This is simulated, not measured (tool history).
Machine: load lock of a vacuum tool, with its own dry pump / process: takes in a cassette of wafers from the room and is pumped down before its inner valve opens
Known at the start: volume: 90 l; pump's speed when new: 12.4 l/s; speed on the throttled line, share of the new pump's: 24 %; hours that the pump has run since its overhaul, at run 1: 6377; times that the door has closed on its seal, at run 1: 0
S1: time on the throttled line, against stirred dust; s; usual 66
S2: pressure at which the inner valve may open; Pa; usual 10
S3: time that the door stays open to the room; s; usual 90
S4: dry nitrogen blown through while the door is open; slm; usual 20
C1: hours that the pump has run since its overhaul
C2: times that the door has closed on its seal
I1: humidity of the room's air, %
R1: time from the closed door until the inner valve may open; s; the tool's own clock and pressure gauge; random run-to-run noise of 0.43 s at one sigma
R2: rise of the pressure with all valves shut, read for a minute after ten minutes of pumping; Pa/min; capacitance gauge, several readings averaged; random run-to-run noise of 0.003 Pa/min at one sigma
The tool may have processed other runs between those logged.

Run 1, hour 0.0: usual settings; C1 6377; C2 0; I1 45.6. Result: R1 118.0 s, R2 0.039 Pa/min.
Run 2, hour 280.5: usual settings but S3 62 s; C1 6657; C2 1327; I1 45.5. Result: R1 116.8 s, R2 0.026 Pa/min.
Run 3, hour 539.5: usual settings but S3 62 s, S4 5 slm; C1 6916; C2 2552; I1 45.0. Result: R1 117.0 s, R2 0.041 Pa/min.
Run 4, hour 841.9: usual settings; C1 7218; C2 3981; I1 44.2. Result: R1 116.9 s, R2 0.043 Pa/min.
Run 5, hour 1111.8: usual settings; C1 7488; C2 5258; I1 45.4. Result: R1 116.6 s, R2 0.038 Pa/min.
Run 6, hour 1407.4: usual settings but S3 78 s; C1 7784; C2 6656; I1 45.0. Result: R1 118.7 s, R2 0.037 Pa/min.
Run 7, hour 1768.5: usual settings but S3 78 s; C1 8145; C2 8363; I1 44.4. Result: R1 117.3 s, R2 0.035 Pa/min.
Run 8, hour 1962.4: usual settings but S3 78 s; C1 8339; C2 9280; I1 43.0. Result: R1 117.4 s, R2 0.043 Pa/min.
Run 9, hour 2284.5: usual settings but S3 78 s; C1 8661; C2 10803; I1 41.0. Result: R1 117.2 s, R2 0.038 Pa/min.
Run 10, hour 2462.2: usual settings but S3 239 s; C1 8839; C2 11643; I1 42.5. Result: R1 116.3 s, R2 0.084 Pa/min.
Run 11, hour 2826.4: usual settings but S3 239 s; C1 9203; C2 13365; I1 43.8. Result: R1 117.4 s, R2 0.078 Pa/min.
Run 12, hour 2992.4: usual settings but S3 239 s; C1 9369; C2 14150; I1 45.7. Result: R1 116.8 s, R2 0.081 Pa/min.
Run 13, hour 3178.5: usual settings but S3 239 s; C1 9555; C2 15030; I1 43.0. Result: R1 117.3 s, R2 0.078 Pa/min.
Run 14, hour 3526.7: usual settings but S3 239 s, S4 15 slm; C1 9903; C2 16677; I1 43.9. Result: R1 117.2 s, R2 0.093 Pa/min.
At hour 3586.0: dry pump taken out, an overhauled one fitted.
Run 15, hour 3798.0: usual settings but S3 65 s, S4 23 slm; C1 212; C2 17932; I1 46.5. Result: R1 116.8 s, R2 0.032 Pa/min.
Run 16, hour 3953.2: usual settings but S1 65 s, S3 65 s; C1 367; C2 18665; I1 43.9. Result: R1 117.6 s, R2 0.037 Pa/min.
Run 17, hour 4126.3: usual settings but S1 55 s, S3 54 s, S4 6 slm; C1 540; C2 19484; I1 44.6. Result: R1 108.3 s, R2 0.038 Pa/min.
Run 18, hour 4375.7: usual settings but S1 110 s, S4 23 slm; C1 790; C2 20663; I1 45.9. Result: R1 149.9 s, R2 0.038 Pa/min.
Run 19, hour 4566.5: usual settings but S1 46 s, S2 13 Pa, S3 48 s, S4 7 slm; C1 981; C2 21565; I1 44.9. Result: R1 100.2 s, R2 0.037 Pa/min.
Run 20, hour 4848.2: usual settings but S1 40 s, S2 13 Pa, S3 61 s, S4 7 slm; C1 1262; C2 22897; I1 44.8. Result: R1 95.7 s, R2 0.043 Pa/min.
Run 21, hour 5067.7: usual settings but S1 67 s, S3 63 s, S4 14 slm; C1 1482; C2 23935; I1 42.5. Result: R1 117.5 s, R2 0.033 Pa/min.
Run 22, hour 5377.4: usual settings but S2 15 Pa; C1 1791; C2 25400; I1 47.7. Result: R1 114.2 s, R2 0.049 Pa/min.
Run 23, hour 5666.8: usual settings but S1 102 s, S2 8 Pa, S3 96 s; C1 2081; C2 26768; I1 47.2. Result: R1 146.0 s, R2 0.045 Pa/min.
Run 24, hour 5875.1: usual settings but S1 102 s, S2 8 Pa, S3 96 s, S4 23 slm; C1 2289; C2 27753; I1 42.5. Result: R1 145.0 s, R2 0.038 Pa/min.
Run 25, hour 6197.4: usual settings but S1 102 s, S2 8 Pa, S3 96 s, S4 23 slm; C1 2611; C2 29277; I1 45.2. Result: R1 146.2 s, R2 0.044 Pa/min.
Run 26, hour 6406.1: usual settings but S1 42 s, S2 12 Pa, S3 41 s, S4 40 slm; C1 2820; C2 30264; I1 42.2. Result: R1 97.9 s, R2 0.017 Pa/min.
Run 27, hour 6789.2: usual settings but S1 67 s, S2 12 Pa, S3 41 s, S4 40 slm; C1 3203; C2 32075; I1 42.8. Result: R1 115.5 s, R2 0.009 Pa/min.

Forecast each of these 3 alternatives for the next run:
Run A, hour 7101.8: usual settings but S1 50 s, S3 42 s; C1 3516; C2 33554; I1 48.6. Result: R1 ?, R2 ?.
Run B, hour 7101.8: usual settings but S1 93 s, S2 12 Pa, S3 32 s, S4 9 slm; C1 3516; C2 33554; I1 43.4. Result: R1 ?, R2 ?.
Run C, hour 7101.8: usual settings but S1 124 s, S3 72 s, S4 21 slm; C1 3516; C2 33554; I1 40.8. Result: R1 ?, R2 ?.

run     R1     R2
  A  104.7  0.030
  B  136.0  0.021
  C  161.0  0.026
Without the tool's unlogged condition, the same runs would have read:
run     R1     R2
  A  104.7  0.029
  B  136.0  0.020
  C  161.0  0.025

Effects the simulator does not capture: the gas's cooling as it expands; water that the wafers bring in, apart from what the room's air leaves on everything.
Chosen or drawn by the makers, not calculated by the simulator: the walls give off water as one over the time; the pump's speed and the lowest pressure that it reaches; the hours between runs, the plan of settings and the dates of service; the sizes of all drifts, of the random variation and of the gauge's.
